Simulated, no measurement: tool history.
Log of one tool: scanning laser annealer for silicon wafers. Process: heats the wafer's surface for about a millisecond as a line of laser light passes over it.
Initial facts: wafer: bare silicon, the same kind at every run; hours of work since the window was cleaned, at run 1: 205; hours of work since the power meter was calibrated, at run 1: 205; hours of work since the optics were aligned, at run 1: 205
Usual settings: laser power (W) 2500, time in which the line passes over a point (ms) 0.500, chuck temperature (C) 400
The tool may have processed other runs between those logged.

| run | day | laser power (W) | time in which the line passes over a point (ms) | chuck temperature (C) | hours of work since the window was cleaned | hours of work since the power meter was calibrated | hours of work since the optics were aligned | highest temperature of the surface (C) |
|---|---|---|---|---|---|---|---|---|
| 1 | 0.000 | 2500 | 0.500 | 400 | 205 | 205 | 205 | 1098 |
| 2 | 0.858 | 2500 | 0.388 | 400 | 219 | 219 | 219 | 1006 |
| 3 | 1.825 | 2500 | 0.388 | 400 | 234 | 234 | 234 | 1004 |
| 4 | 2.962 | 2500 | 0.500 | 400 | 252 | 252 | 252 | 1095 |
| 5 | 4.446 | 2500 | 0.500 | 400 | 276 | 276 | 276 | 1094 |
| 6 | 5.408 | 2500 | 0.500 | 400 | 292 | 292 | 292 | 1094 |
| 7 | 6.617 | 2283 | 0.500 | 400 | 311 | 311 | 311 | 1018 |
| 8 | 8.046 | 2500 | 0.500 | 400 | 334 | 334 | 334 | 1092 |
| 9 | 9.325 | 2500 | 0.500 | 400 | 355 | 355 | 355 | 1091 |
| 10 | 10.983 | 2500 | 0.500 | 400 | 381 | 381 | 381 | 1090 |
| 11 | 11.908 | 2500 | 0.500 | 400 | 396 | 396 | 396 | 1086 |
| 12 | 13.375 | 2500 | 0.500 | 400 | 420 | 420 | 420 | 1086 |
| 13 | 15.062 | 2500 | 0.500 | 400 | 447 | 447 | 447 | 1085 |
|  | 16.300 | window over the wafer cleaned |
| 14 | 16.829 | 2467 | 0.500 | 400 | 9 | 474 | 474 | 1100 |
| 15 | 18.488 | 2366 | 0.500 | 400 | 35 | 501 | 501 | 1061 |
| 16 | 19.404 | 2366 | 0.500 | 400 | 50 | 515 | 515 | 1059 |
| 17 | 20.500 | 2366 | 0.500 | 400 | 68 | 533 | 533 | 1060 |
| 18 | 21.896 | 2366 | 0.551 | 365 | 90 | 555 | 555 | 1063 |
| 19 | 23.142 | 2366 | 0.551 | 365 | 110 | 575 | 575 | 1059 |
| 20 | 24.821 | 2649 | 0.503 | 429 | 137 | 602 | 602 | 1190 |
| 21 | 26.333 | 2500 | 0.595 | 400 | 161 | 627 | 627 | 1173 |
| 22 | 27.467 | 2687 | 0.500 | 400 | 179 | 645 | 645 | 1168 |
| 23 | 29.054 | 2687 | 0.500 | 400 | 205 | 670 | 670 | 1166 |
| 24 | 29.850 | 2687 | 0.500 | 400 | 218 | 683 | 683 | 1165 |
| 25 | 30.846 | 2179 | 0.525 | 423 | 234 | 699 | 699 | 1026 |
| 26 | 31.562 | 2179 | 0.525 | 423 | 245 | 711 | 711 | 1025 |
| 27 | 32.908 | 2179 | 0.416 | 395 | 267 | 732 | 732 | 924 |
| 28 | 34.450 | 2179 | 0.416 | 395 | 292 | 757 | 757 | 923 |
| 29 | 35.383 | 2418 | 0.358 | 373 | 307 | 772 | 772 | 925 |
| 30 | 36.712 | 2221 | 0.414 | 400 | 328 | 794 | 794 | 938 |
| 31 | 37.525 | 2470 | 0.422 | 379 | 341 | 807 | 807 | 996 |
| 32 | 38.758 | 2148 | 0.514 | 405 | 361 | 826 | 826 | 985 |
| 33 | 39.733 | 2600 | 0.500 | 407 | 377 | 842 | 842 | 1132 |
| 34 | 41.408 | 2502 | 0.389 | 407 | 404 | 869 | 869 | 1006 |

Take each entry between the runs: how does the hidden state at the last listed run before it differ from the hidden state at the first listed run after it?
Runs 13 to 14: window over the wafer cleaned (day 16.300)
  light that passes the window, % of a clean one's: 97.04 -> 99.75; laser's true power over the reading, %: 0.27 -> 0.28; width of the line over the set one, %: 0.68 -> 0.72
  what was measured, less what the result would be without the hidden state, highest temperature of the surface (C): -27 -> -3
